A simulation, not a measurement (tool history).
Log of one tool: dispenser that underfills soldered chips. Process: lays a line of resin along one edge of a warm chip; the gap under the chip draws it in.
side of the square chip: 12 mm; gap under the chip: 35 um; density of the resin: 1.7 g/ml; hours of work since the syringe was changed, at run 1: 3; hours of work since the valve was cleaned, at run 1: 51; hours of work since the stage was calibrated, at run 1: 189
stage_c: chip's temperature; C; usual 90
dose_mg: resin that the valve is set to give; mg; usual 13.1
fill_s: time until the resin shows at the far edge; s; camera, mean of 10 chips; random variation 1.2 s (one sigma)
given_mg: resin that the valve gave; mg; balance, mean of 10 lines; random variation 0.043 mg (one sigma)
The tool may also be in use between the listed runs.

run	hour	stage_c	dose_mg	hours of work since the syringe was changed	hours of work since the valve was cleaned	hours of work since the stage was calibrated	fill_s	given_mg
1	0	90	13.1	3	51	189	168.6	12.79
# hour 7.2: new syringe of resin
2	8.9	90	13.1	1	56	194	137.2	12.95
3	16.7	90	13.1	6	60	199	194.3	12.91
# hour 19.9: new syringe of resin
4	21	90	13.1	1	63	201	136.3	12.77
5	26.3	90	13.1	4	66	204	175.2	12.82
# hour 32.4: new syringe of resin
6	34.6	90	15.7	1	71	209	141.1	15.37
7	41.6	90	15.7	6	75	214	193.5	15.34
# hour 44.9: new syringe of resin
8	47.9	90	15.7	2	79	217	148.1	15.37
# hour 53.3: dispensing valve cleaned and set on the balance
9	53.8	97	15.7	5	0	220	139.8	15.67
# hour 58.6: new syringe of resin
10	60.3	97	15.7	1	4	224	107.9	15.58
11	64.8	84	12.6	4	7	227	222.5	12.64
12	69.9	84	12.6	7	10	230	277.9	12.58
# hour 71: new syringe of resin
13	78.4	80	13.5	4	15	235	270.6	13.54
# hour 83.5: new syringe of resin
14	83.9	80	13.5	0	18	238	199.4	13.41
15	88.7	83	16.6	3	21	241	218.6	16.44
16	95.5	90	15.4	7	25	245	226.2	15.28
# hour 96.6: new syringe of resin
17	103.7	76	15.2	4	30	249	319.7	15.01
# hour 109.5: new syringe of resin
18	109.6	94	11.9	0	33	253	112.8	11.76
19	117.6	95	14.9	5	38	258	153.9	14.67

Forecast each of these 4 alternatives for the next run:
# hour 122.1: new syringe of resin
A	127	86	15.2	3	43	263	?	?
# hour 122.1: new syringe of resin
B	127	97	14.9	3	43	263	?	?
# hour 122.1: new syringe of resin
C	127	98	14	3	43	263	?	?
# hour 122.1: new syringe of resin
D	127	78	14.9	3	43	263	?	?

run	fill_s	given_mg
A	193	14.93
B	125.1	14.72
C	120.6	13.84
D	262.5	14.71
Without the tool's hidden state the same runs would have given:
run	fill_s	given_mg
A	140.9	15.16
B	91.8	14.94
C	88.7	14.05
D	191	14.94

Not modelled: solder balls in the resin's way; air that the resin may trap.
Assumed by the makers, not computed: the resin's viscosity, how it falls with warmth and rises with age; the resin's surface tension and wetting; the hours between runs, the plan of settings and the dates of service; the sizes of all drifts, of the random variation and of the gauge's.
